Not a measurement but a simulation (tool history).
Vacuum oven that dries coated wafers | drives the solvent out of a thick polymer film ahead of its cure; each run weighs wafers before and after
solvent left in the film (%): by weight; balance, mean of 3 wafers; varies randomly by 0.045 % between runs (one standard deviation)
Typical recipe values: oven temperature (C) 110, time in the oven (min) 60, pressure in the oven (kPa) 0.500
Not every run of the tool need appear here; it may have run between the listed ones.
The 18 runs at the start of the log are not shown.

run    hour  oven temperature (C)  time in the oven (min)  pressure in the oven (kPa)  hours of work since the thermocouples were calibrated  hours of work since the vacuum gauge was cleaned of residue  solvent left in the film (%)
 19  1113.2                   116                      60                       0.500                                                    519                                                         2371                          0.15
 20  1201.6                   116                      60                       0.500                                                    588                                                         2440                          0.18
 21  1284.8                   110                      65                       0.500                                                    653                                                         2505                          0.43
 22  1344.3                   110                      65                       0.524                                                    699                                                         2551                          0.41
 23  1430.8                   122                      51                       0.502                                                    767                                                         2619                          0.13
 24  1495.9                    98                      51                       0.376                                                    817                                                         2669                          3.67
 25  1549.4                    98                      51                       0.376                                                    859                                                         2711                          3.64
 26  1609.0                    98                      51                       0.376                                                    906                                                         2757                          3.62
     1673.3  -- vacuum gauge cleaned of residue and calibrated
 27  1673.3                   124                      37                       1.379                                                    955                                                            0                          0.26
 28  1714.7                   110                      46                       0.657                                                    987                                                           32                          1.18
 29  1760.7                   111                      60                       0.500                                                   1023                                                           68                          0.44
 30  1822.6                   116                      43                       0.791                                                   1071                                                          116                          0.55
 31  1907.0                   116                      43                       0.791                                                   1137                                                          182                          0.65
 32  1971.1                   113                      97                       0.280                                                   1187                                                          232                          0.10
 33  2047.2                   110                      36                       1.132                                                   1246                                                          292                          1.99
 34  2084.0                   107                      52                       0.500                                                   1275                                                          320                          1.26
 35  2166.6                   121                      60                       0.341                                                   1339                                                          385                          0.02

Run 36, settings as shown, results not yet in. Your forecast:
 36  2257.3                   121                      60                       0.341                                                   1410                                                          455                             ?

Run 36 produced solvent left in the film (%) 0.02.
Minus the tool's unlogged condition, the same run would have read solvent left in the film (%) 0.02.
